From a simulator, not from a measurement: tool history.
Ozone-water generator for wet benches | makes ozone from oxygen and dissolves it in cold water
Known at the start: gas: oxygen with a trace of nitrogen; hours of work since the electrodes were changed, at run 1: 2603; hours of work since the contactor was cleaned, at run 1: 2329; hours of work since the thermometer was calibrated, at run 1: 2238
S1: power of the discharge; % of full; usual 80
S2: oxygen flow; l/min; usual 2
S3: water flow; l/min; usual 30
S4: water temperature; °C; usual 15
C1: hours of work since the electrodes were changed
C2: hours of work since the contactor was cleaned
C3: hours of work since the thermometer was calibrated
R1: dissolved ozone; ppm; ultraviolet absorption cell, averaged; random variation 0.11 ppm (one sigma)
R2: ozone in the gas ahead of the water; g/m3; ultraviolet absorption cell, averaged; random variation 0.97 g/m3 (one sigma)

run,hour,S1,S2,S3,S4,C1,C2,C3,R1,R2
1,0,80,2,30,15,2603,2329,2238,5.8,167.3
2,96.1,80,2,21,15,2669,2396,2305,8.5,164.1
3,170.1,80,2,21,15,2721,2447,2356,8.4,165.5
4,264.1,80,2,33,15,2786,2512,2421,5.2,167
5,311.4,80,2,25,15,2819,2545,2454,7.1,163.6
6,376.2,80,2,25,15,2864,2590,2499,7.2,165.1
# hour 427.5: contactor cleaned
7,453.1,80,2,25,15,2914,18,2550,6.9,164
8,540.9,80,2,30,15,2975,79,2610,5.8,163.6
9,626.7,80,2,30,12,3035,138,2670,5.8,163.4
10,677.9,80,2,30,12,3070,174,2705,5.9,163.1
11,747.2,80,2,30,12,3118,222,2753,6,163.9
12,811.7,80,2,30,15,3163,266,2798,5.7,163.9
13,888,80,2,30,15,3216,319,2851,5.8,162.1
# hour 934: gauge calibrated
14,986.3,80,2,30,15,3284,388,2919,5.8,165.5
15,1035.5,80,2,30,15,3318,422,2953,6,165.2
16,1086.5,80,2,30,7,3354,457,2989,5.8,165.8
17,1141.2,53,2,30,14,3391,495,3027,4.8,132.4
18,1221.2,53,2,30,14,3447,550,3082,4.8,132.7
19,1266.5,53,2,30,14,3478,582,3114,4.5,131.9
20,1342.7,53,1.37,48,14,3531,635,3166,2.3,148.8
21,1391.4,53,1.04,48,14,3565,668,3200,1.9,163.1
22,1445.4,53,1.04,48,14,3602,706,3238,1.8,164.1
23,1540.2,80,1.34,26,18,3668,772,3303,5.5,186.6
24,1628.9,80,1.34,26,18,3730,833,3365,5.5,186.1
25,1703.6,73,3.02,20,15,3781,885,3417,10.1,136
26,1800.9,71,1.94,30,10,3849,952,3484,5.5,153.7
27,1841.2,71,1.94,40,10,3877,980,3512,3.9,152.1
28,1891.7,59,1.94,40,10,3912,1015,3547,3.7,139.3
29,1959.9,71,2,19,15,3959,1063,3594,9,152.2
30,2045.6,59,2,29,15,4019,1122,3654,5.1,138.2
31,2136.2,66,2,28,15,4082,1185,3717,5.7,143.9
32,2233.8,66,1.29,40,15,4149,1253,3784,2.8,166.9

4 ways to go on from here, each from the tool as it stands after run 32. What would each give?
A,2327.7,87,1.29,40,9,4214,1318,3850,?,?
B,2327.7,80,2,43,15,4214,1318,3850,?,?
C,2327.7,58,2,34,22,4214,1318,3850,?,?
D,2327.7,69,1.15,40,15,4214,1318,3850,?,?

run,R1,R2
A,3.3,193.2
B,3.9,160.7
C,4,133.6
D,2.9,176.9
Without the tool's hidden state the same runs would have given:
run,R1,R2
A,3.3,202.7
B,3.9,168.6
C,4,140.1
D,2.9,185.5

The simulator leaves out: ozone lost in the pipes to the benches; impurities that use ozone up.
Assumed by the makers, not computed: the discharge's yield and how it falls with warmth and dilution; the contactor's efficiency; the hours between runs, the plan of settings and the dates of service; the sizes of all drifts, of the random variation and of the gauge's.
